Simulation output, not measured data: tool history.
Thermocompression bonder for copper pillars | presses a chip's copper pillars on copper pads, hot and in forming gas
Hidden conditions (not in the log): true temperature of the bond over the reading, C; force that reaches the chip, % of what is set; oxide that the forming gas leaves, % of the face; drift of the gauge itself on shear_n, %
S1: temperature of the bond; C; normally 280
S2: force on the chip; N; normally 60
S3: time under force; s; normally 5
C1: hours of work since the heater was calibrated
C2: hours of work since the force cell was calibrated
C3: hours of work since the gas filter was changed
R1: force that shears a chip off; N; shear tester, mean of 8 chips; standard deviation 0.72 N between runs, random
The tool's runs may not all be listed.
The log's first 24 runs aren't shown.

Run 25, hour 163.6: usual settings but S2 42 N, S3 4 s; C1 210; C2 273; C3 37. Result: R1 35.5 N.
Run 26, hour 170.6: usual settings but S2 42 N, S3 4 s; C1 215; C2 278; C3 41. Result: R1 36.5 N.
Run 27, hour 178.6: usual settings but S2 83 N; C1 220; C2 283; C3 47. Result: R1 62.2 N.
Run 28, hour 185.9: usual settings but S2 41 N; C1 225; C2 288; C3 52. Result: R1 37.9 N.
Run 29, hour 195.4: usual settings but S1 289 C, S2 62 N; C1 231; C2 295; C3 58. Result: R1 55.6 N.
Run 30, hour 204.1: usual settings but S1 289 C, S2 62 N; C1 237; C2 300; C3 64. Result: R1 56.4 N.
Run 31, hour 209.2: usual settings but S1 253 C, S2 85 N, S3 3 s; C1 240; C2 304; C3 67. Result: R1 38 N.
Run 32, hour 213.8: usual settings but S1 297 C, S2 38 N, S3 6 s; C1 243; C2 307; C3 70. Result: R1 46.8 N.
Run 33, hour 222.5: usual settings but S1 269 C, S2 38 N, S3 11 s; C1 249; C2 313; C3 76. Result: R1 40.3 N.
Run 34, hour 227: usual settings but S1 289 C, S2 38 N, S3 11 s; C1 252; C2 316; C3 79. Result: R1 52.4 N.
Run 35, hour 231.7: usual settings but S1 289 C, S2 38 N, S3 11 s; C1 255; C2 319; C3 82. Result: R1 50.4 N.
Run 36, hour 241.3: usual settings but S1 300 C, S2 54 N, S3 7 s; C1 262; C2 325; C3 89. Result: R1 62.8 N.
Run 37, hour 247.3: usual settings but S1 294 C, S3 3 s; C1 266; C2 329; C3 92. Result: R1 47.6 N.
Run 38, hour 254.1: usual settings but S1 306 C, S2 66 N, S3 3 s; C1 270; C2 334; C3 97. Result: R1 57.1 N.
Run 39, hour 262.8: usual settings but S1 261 C, S2 66 N; C1 276; C2 339; C3 103. Result: R1 41.1 N.

What if the next run were any one of these 3? Each begins from the tool's condition after run 39:
Run A, hour 268.9: usual settings but S3 3 s; C1 280; C2 343; C3 107. Result: R1 ?.
Run B, hour 268.9: usual settings but S1 300 C, S2 50 N; C1 280; C2 343; C3 107. Result: R1 ?.
Run C, hour 268.9: usual settings but S1 269 C, S2 87 N, S3 3 s; C1 280; C2 343; C3 107. Result: R1 ?.

run    R1
  A  41.2
  B  52.8
  C  47.5
With no hidden state in the tool, these same runs would have given:
run    R1
  A  44.1
  B  56.1
  C  50.8
